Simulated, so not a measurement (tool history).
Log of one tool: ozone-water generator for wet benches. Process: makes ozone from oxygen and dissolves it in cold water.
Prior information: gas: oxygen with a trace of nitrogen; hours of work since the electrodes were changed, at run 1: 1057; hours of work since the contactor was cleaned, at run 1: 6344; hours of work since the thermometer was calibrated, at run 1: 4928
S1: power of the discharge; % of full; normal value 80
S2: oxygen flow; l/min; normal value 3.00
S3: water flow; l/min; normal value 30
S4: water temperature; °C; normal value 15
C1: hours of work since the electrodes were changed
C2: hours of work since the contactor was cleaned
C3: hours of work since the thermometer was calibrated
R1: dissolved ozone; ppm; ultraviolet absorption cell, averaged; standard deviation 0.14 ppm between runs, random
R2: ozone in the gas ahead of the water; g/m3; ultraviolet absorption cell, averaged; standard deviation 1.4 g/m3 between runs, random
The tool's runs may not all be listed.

{"run": 1, "hour": 0.0, "S1": 80, "S2": 3.0, "S3": 30, "S4": 15, "C1": 1057, "C2": 6344, "C3": 4928, "R1": 15.7, "R2": 249.0}
{"run": 2, "hour": 32.2, "S1": 80, "S2": 3.0, "S3": 30, "S4": 15, "C1": 1089, "C2": 6375, "C3": 4959, "R1": 15.9, "R2": 246.3}
{"run": 3, "hour": 57.8, "S1": 80, "S2": 3.0, "S3": 30, "S4": 15, "C1": 1113, "C2": 6400, "C3": 4984, "R1": 16.0, "R2": 247.1}
{"run": 4, "hour": 93.4, "S1": 80, "S2": 3.0, "S3": 30, "S4": 15, "C1": 1148, "C2": 6434, "C3": 5019, "R1": 15.7, "R2": 246.8}
{"run": 5, "hour": 120.2, "S1": 80, "S2": 3.0, "S3": 30, "S4": 15, "C1": 1174, "C2": 6460, "C3": 5044, "R1": 15.9, "R2": 247.6}
{"run": 6, "hour": 137.2, "S1": 80, "S2": 3.0, "S3": 30, "S4": 15, "C1": 1190, "C2": 6476, "C3": 5061, "R1": 16.0, "R2": 246.1}
{"run": 7, "hour": 160.5, "S1": 80, "S2": 3.0, "S3": 30, "S4": 15, "C1": 1213, "C2": 6499, "C3": 5083, "R1": 15.9, "R2": 247.5}
{"hour": 179.7, "done": "water thermometer calibrated"}
{"run": 8, "hour": 191.6, "S1": 80, "S2": 3.0, "S3": 30, "S4": 7, "C1": 1242, "C2": 6529, "C3": 12, "R1": 16.7, "R2": 246.3}
{"run": 9, "hour": 223.7, "S1": 80, "S2": 3.0, "S3": 30, "S4": 7, "C1": 1273, "C2": 6560, "C3": 43, "R1": 16.5, "R2": 245.9}
{"run": 10, "hour": 243.0, "S1": 80, "S2": 3.0, "S3": 30, "S4": 7, "C1": 1292, "C2": 6578, "C3": 61, "R1": 16.6, "R2": 246.7}
{"hour": 269.2, "done": "water thermometer calibrated, once more"}
{"run": 11, "hour": 277.6, "S1": 80, "S2": 3.0, "S3": 30, "S4": 7, "C1": 1325, "C2": 6611, "C3": 8, "R1": 16.6, "R2": 246.4}
{"run": 12, "hour": 294.0, "S1": 80, "S2": 5.04, "S3": 27, "S4": 11, "C1": 1341, "C2": 6627, "C3": 24, "R1": 20.6, "R2": 192.4}
{"run": 13, "hour": 309.7, "S1": 80, "S2": 5.04, "S3": 27, "S4": 11, "C1": 1356, "C2": 6642, "C3": 39, "R1": 20.7, "R2": 192.3}
{"run": 14, "hour": 339.3, "S1": 57, "S2": 2.75, "S3": 44, "S4": 17, "C1": 1385, "C2": 6671, "C3": 68, "R1": 7.9, "R2": 197.0}
{"run": 15, "hour": 366.0, "S1": 80, "S2": 1.84, "S3": 30, "S4": 8, "C1": 1410, "C2": 6697, "C3": 94, "R1": 13.8, "R2": 310.9}
{"run": 16, "hour": 399.7, "S1": 80, "S2": 2.59, "S3": 30, "S4": 17, "C1": 1443, "C2": 6729, "C3": 126, "R1": 15.0, "R2": 264.6}
{"run": 17, "hour": 434.0, "S1": 80, "S2": 2.59, "S3": 21, "S4": 7, "C1": 1476, "C2": 6762, "C3": 159, "R1": 22.2, "R2": 259.4}
{"run": 18, "hour": 460.9, "S1": 42, "S2": 3.0, "S3": 30, "S4": 18, "C1": 1502, "C2": 6789, "C3": 185, "R1": 9.3, "R2": 145.3}
{"run": 19, "hour": 476.5, "S1": 42, "S2": 3.0, "S3": 30, "S4": 18, "C1": 1517, "C2": 6804, "C3": 200, "R1": 9.3, "R2": 145.4}

Below are 5 alternative next runs, each starting from the tool's condition after run 19. Predict each:
{"run": "A", "hour": 497.8, "S1": 42, "S2": 3.0, "S3": 18, "S4": 8, "C1": 1538, "C2": 6824, "C3": 221, "R1": "?", "R2": "?"}
{"run": "B", "hour": 497.8, "S1": 47, "S2": 3.0, "S3": 23, "S4": 15, "C1": 1538, "C2": 6824, "C3": 221, "R1": "?", "R2": "?"}
{"run": "C", "hour": 497.8, "S1": 80, "S2": 2.74, "S3": 34, "S4": 15, "C1": 1538, "C2": 6824, "C3": 221, "R1": "?", "R2": "?"}
{"run": "D", "hour": 497.8, "S1": 46, "S2": 3.0, "S3": 30, "S4": 15, "C1": 1538, "C2": 6824, "C3": 221, "R1": "?", "R2": "?"}
{"run": "E", "hour": 497.8, "S1": 80, "S2": 3.0, "S3": 36, "S4": 13, "C1": 1538, "C2": 6824, "C3": 221, "R1": "?", "R2": "?"}

run=A R1=15.5 R2=145.8
run=B R1=13.1 R2=158.0
run=C R1=13.5 R2=256.3
run=D R1=10.3 R2=156.8
run=E R1=13.6 R2=242.9
What these runs would have given with no unlogged condition in the tool:
run=A R1=16.1 R2=148.9
run=B R1=13.7 R2=161.9
run=C R1=14.5 R2=266.9
run=D R1=10.8 R2=160.6
run=E R1=14.6 R2=252.9
